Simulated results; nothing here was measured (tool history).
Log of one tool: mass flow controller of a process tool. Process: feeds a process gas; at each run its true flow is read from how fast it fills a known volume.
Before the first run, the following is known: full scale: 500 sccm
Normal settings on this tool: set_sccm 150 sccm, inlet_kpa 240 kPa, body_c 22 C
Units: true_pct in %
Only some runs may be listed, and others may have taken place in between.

run,hour,set_sccm,inlet_kpa,body_c,true_pct
1,0,150,240,22,98.19
2,52,150,195,22,98.07
3,108.6,256,240,22,98.64
4,184.6,150,240,25,98.35
5,251.4,150,160,22,98.05
6,329.1,150,240,38,99.4
7,373.4,150,240,22,98.39
8,408.4,150,240,27,98.72
9,478.7,150,240,27,98.61
10,549,150,240,27,98.54
11,583.9,150,240,27,98.59
12,628.5,150,240,27,98.63
13,673.6,150,240,27,98.75
14,732.7,150,240,27,98.66
15,804.1,150,240,27,98.57
16,853.5,150,240,27,98.56
17,913.5,150,240,27,98.68
18,986.5,206,240,22,98.48
19,1050,206,240,22,98.45
20,1097.5,99,240,22,98.34
21,1137.2,150,141,22,97.93
22,1186.7,463,141,22,99.37
23,1259.3,150,240,22,98.4
24,1297.9,150,240,22,98.4
25,1359.2,150,240,22,98.45
26,1421.6,56,240,36,100.05
27,1488.5,209,220,24,98.56
28,1545.9,97,257,26,98.87
29,1607.9,60,202,24,99.06
30,1661.9,60,202,24,98.91
31,1743.3,458,229,29,100.27
32,1816.5,97,219,20,98.29
33,1896.3,497,253,24,100.22
34,1948.3,497,253,24,100.28
35,2016.3,143,240,22,98.39
36,2061.9,138,240,20,98.46
37,2118.6,144,179,22,98.25
38,2158.9,144,179,22,98.13
39,2220.8,179,149,21,98.12
40,2258.2,55,195,36,100.27
41,2338.3,265,216,35,99.69
42,2388.6,150,262,22,98.53
43,2462.3,451,225,36,100.73
44,2522.8,451,225,36,100.72
45,2571.5,451,264,27,100.3
46,2618,143,177,38,99.44
47,2697.8,125,202,22,98.47
48,2734.6,150,199,33,99.17
49,2772.4,150,199,33,99.19

Results for each run, recomputed without the tool's hidden state and with each run's random variation untouched:
The hidden state here: flow at rest that the sensor doesn't see, % of full scale; true flow over the shown one, %; drift of the gauge itself on true_pct, %.
run,true_pct
1,97.81
2,97.68
3,98.45
4,97.93
5,97.63
6,98.97
7,97.95
8,98.27
9,98.16
10,98.07
11,98.13
12,98.15
13,98.27
14,98.17
15,98.07
16,98.05
17,98.16
18,98.14
19,98.11
20,97.44
21,97.38
22,99.29
23,97.83
24,97.83
25,97.87
26,98.2
27,98.18
28,97.84
29,97.27
30,97.1
31,100.18
32,97.2
33,100.15
34,100.2
35,97.67
36,97.7
37,97.53
38,97.4
39,97.57
40,98.01
41,99.37
42,97.81
43,100.62
44,100.61
45,100.19
46,98.63
47,97.51
48,98.4
49,98.42
